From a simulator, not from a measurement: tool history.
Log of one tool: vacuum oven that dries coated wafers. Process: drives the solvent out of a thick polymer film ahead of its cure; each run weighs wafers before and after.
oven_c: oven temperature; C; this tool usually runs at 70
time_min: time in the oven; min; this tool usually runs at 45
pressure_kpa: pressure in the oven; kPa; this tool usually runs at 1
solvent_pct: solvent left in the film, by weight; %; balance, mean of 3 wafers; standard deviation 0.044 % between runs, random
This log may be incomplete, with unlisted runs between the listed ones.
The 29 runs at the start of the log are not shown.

run	hour	oven_c	time_min	pressure_kpa	hours of work since the thermocouples were calibrated	hours of work since the vacuum gauge was cleaned of residue	solvent_pct
30	541.2	63	25	0.62	811	410	5.82
31	564.8	68	45	0.63	827	426	2.46
32	587.5	68	33	1.28	843	442	3.98
33	612.6	70	70	3.45	860	459	2.51
34	623.1	70	45	0.89	867	466	2.33
35	639.6	70	60	1.95	878	477	2.11
36	662.9	70	60	1.95	894	493	2.06
37	681.6	70	60	1.46	907	506	1.84
38	697.7	70	60	1.46	918	517	1.8
39	711.7	63	60	1.36	927	526	2.9
40	737.1	63	54	1.36	944	543	3.24
41	761.7	76	63	1.36	961	560	0.99
42	775.9	76	63	1.36	971	570	1.02
43	786.4	81	47	1.36	978	577	0.98
44	805.3	81	47	1.36	991	590	0.98
45	823.5	79	58	0.89	1003	602	0.73
46	840.2	76	23	1	1014	613	3.58

3 ways to go on from here, each from the tool as it stands after run 46. What would each give?
A	853.3	72	23	0.6	1023	622	?
B	853.3	70	45	0.71	1023	622	?
C	853.3	72	45	1	1023	622	?

run	solvent_pct
A	4.23
B	2.27
C	2.02
Stripped of hidden state, with their random variation kept, the same runs would have yielded:
run	solvent_pct
A	4.5
B	2.47
C	2.2
